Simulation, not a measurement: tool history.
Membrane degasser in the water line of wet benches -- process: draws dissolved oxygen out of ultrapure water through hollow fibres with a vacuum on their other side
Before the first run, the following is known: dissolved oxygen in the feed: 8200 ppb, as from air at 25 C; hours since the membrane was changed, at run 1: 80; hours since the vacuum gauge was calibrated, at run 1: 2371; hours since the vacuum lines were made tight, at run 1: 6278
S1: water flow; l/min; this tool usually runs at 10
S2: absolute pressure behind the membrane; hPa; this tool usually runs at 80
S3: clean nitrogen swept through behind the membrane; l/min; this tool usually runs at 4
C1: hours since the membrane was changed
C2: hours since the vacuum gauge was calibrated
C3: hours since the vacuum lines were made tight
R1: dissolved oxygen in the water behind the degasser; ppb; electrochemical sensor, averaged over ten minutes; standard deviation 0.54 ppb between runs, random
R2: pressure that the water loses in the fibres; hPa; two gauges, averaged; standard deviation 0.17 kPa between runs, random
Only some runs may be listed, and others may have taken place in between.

run	hour	S1	S2	S3	C1	C2	C3	R1	R2
1	0	10	80	4	80	2371	6278	48.1	260.1
2	25.1	10	80	9.18	105	2396	6303	30.2	262.5
3	66.5	10	80	9.18	146	2437	6345	30.1	265.8
4	112.9	10	80	9.18	193	2483	6391	30.6	261.2
5	139.7	10	80	9.18	219	2510	6418	29.7	261.3
6	189.9	10	80	9.18	270	2560	6468	30.4	265.1
7	236.5	10	80	9.18	316	2607	6515	30.5	261.5
8	257.9	10	80	9.18	338	2628	6536	29.7	264.3
9	290.3	10	80	9.18	370	2661	6569	29.9	264.9
10	328.9	10	80	4	409	2699	6607	49	265.3
11	353.3	10	80	4	433	2724	6632	48.1	261.5
12	384.7	10	80	4	464	2755	6663	48	264.9
13	424.7	10	80	4	504	2795	6703	47.5	266.2
14	452.7	12	80	4	532	2823	6731	77.5	314.4
15	494.6	12	80	4	574	2865	6773	78.3	315.9
16	540	10	80	5.19	620	2911	6818	41.2	265.7
17	577.7	10	80	4	657	2948	6856	47.6	263.7
18	604.4	10	80	4	684	2975	6883	47.7	265.6
19	650	10	80	4	730	3021	6928	48.5	265.7
20	671.9	10	153.6	6.2	752	3042	6950	65.8	262.4
21	701.4	10	153.6	6.2	781	3072	6980	67.9	262.4
22	728.8	10	153.6	6.2	809	3099	7007	68	264.7
23	763.8	10	153.6	6.2	844	3134	7042	68	264.4
24	794.6	9	68	3.71	874	3165	7073	32.8	237.6
25	820.7	11	54.6	1.88	900	3191	7099	63.6	290.6
26	853.2	10	124.8	4	933	3224	7131	77.5	263.8
27	879.7	10	124.8	4	959	3250	7158	78.4	265.4
28	907.1	10	157.8	2.68	987	3278	7185	138.1	263.7
29	956.8	13	198.6	3.17	1037	3327	7235	229.1	343.8
30	991.8	9	156.5	8.46	1072	3362	7270	45.3	234.3
31	1040.5	10	193.1	4.55	1120	3411	7319	109.2	264.3
32	1080.1	8	171	10.35	1160	3451	7358	33	210.4
33	1130.1	8	171	10.35	1210	3501	7408	33.8	209.6

The logged runs with the hidden state left out (each run's random variation unchanged):
The hidden state here: membrane still open, %; true pressure behind the membrane over the reading, kPa; air that leaks in behind the membrane, l/min; drift of the gauge itself on oxygen_ppb, %; drift of the gauge itself on loss_of_pressure_kpa, %.
run	R1	R2
1	46	260
2	29.2	262.4
3	29.1	265.6
4	29.6	260.9
5	28.7	261.1
6	29.3	264.8
7	29.3	261.1
8	28.5	263.8
9	28.7	264.4
10	46.6	264.8
11	45.7	260.9
12	45.6	264.3
13	45	265.5
14	74.6	313.6
15	75.4	315
16	39.1	264.9
17	44.9	262.8
18	45	264.7
19	45.7	264.7
20	62.3	261.5
21	64.2	261.4
22	64.3	263.7
23	64.3	263.3
24	30.4	236.6
25	59.6	289.3
26	73	262.6
27	73.8	264.2
28	130.1	262.4
29	219.5	342
30	42.4	233.1
31	102.8	262.8
32	30.5	209.2
33	31.2	208.3
